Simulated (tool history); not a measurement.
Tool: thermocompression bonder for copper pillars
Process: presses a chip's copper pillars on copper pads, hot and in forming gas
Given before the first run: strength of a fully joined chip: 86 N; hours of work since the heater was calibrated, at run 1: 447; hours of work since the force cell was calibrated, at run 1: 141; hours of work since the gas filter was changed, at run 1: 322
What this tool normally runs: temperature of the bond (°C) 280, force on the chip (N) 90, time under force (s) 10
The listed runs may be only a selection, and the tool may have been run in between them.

run,day,temperature of the bond (°C),force on the chip (N),time under force (s),hours of work since the heater was calibrated,hours of work since the force cell was calibrated,hours of work since the gas filter was changed,force that shears a chip off (N)
1,0.000,280,90,10,447,141,322,63.2
2,0.775,280,90,10,461,155,336,63.0
3,1.483,287,90,10,473,168,349,65.6
4,2.212,287,90,10,486,181,362,65.5
5,2.692,287,90,10,495,190,371,65.3
6,3.121,287,90,10,503,197,379,65.2
7,3.783,287,90,10,515,209,391,65.7
8,4.333,287,90,7,525,219,400,60.0
9,4.925,287,129,7,535,230,411,73.4
10,5.379,287,129,7,544,238,419,73.6
11,6.233,287,129,7,559,253,435,73.8
12,6.908,280,90,10,571,266,447,63.1
13,7.496,280,90,10,582,276,458,62.9
14,8.312,280,90,10,597,291,472,62.5
15,8.950,280,90,10,608,302,484,62.8
# day 9.350: forming gas filter changed
16,9.650,280,90,10,620,315,5,63.2
17,10.467,280,78,10,635,329,20,56.6
18,10.888,291,90,10,643,337,28,66.6
19,11.521,291,90,10,654,348,39,66.9
20,12.021,291,90,10,663,357,48,66.9
21,12.438,280,90,20,671,365,56,73.8
22,13.271,280,109,28,686,380,71,80.1
23,13.679,280,109,28,693,387,78,80.7
24,14.308,280,94,10,704,399,89,65.0
25,14.833,280,94,10,714,408,99,65.0
26,15.429,280,94,10,725,419,110,64.7
27,15.883,280,94,10,733,427,118,64.4
28,16.654,280,94,10,747,441,132,65.1
29,17.442,274,94,8,761,455,146,59.3
30,17.967,295,91,22,770,465,155,77.0
31,18.729,283,91,11,784,479,169,65.3
32,19.408,259,91,9,796,491,181,54.4
33,20.050,259,91,9,808,502,193,54.4
34,20.783,280,101,6,821,516,206,60.6
35,21.275,300,101,6,830,524,215,67.4
36,21.917,300,63,6,842,536,227,46.8
37,22.517,304,65,5,852,547,238,46.1
38,22.904,298,65,6,859,554,245,47.3
# day 23.138: heater calibrated with a thermocouple chip
39,23.392,260,90,25,5,561,252,69.5
40,24.158,293,68,14,18,575,266,60.5
41,24.925,293,68,7,32,589,280,49.9

Predict each of these 3 candidate next runs independently; none follows another, all start after run 41:
A,25.562,299,78,13,44,600,291,?
B,25.562,261,68,8,44,600,291,?
C,25.562,281,68,7,44,600,291,?

run,force that shears a chip off (N)
A,67.3
B,40.8
C,45.5
Take away the tool's hidden state, keep each run's random variation, and the runs would have read:
run,force that shears a chip off (N)
A,67.4
B,40.9
C,45.6

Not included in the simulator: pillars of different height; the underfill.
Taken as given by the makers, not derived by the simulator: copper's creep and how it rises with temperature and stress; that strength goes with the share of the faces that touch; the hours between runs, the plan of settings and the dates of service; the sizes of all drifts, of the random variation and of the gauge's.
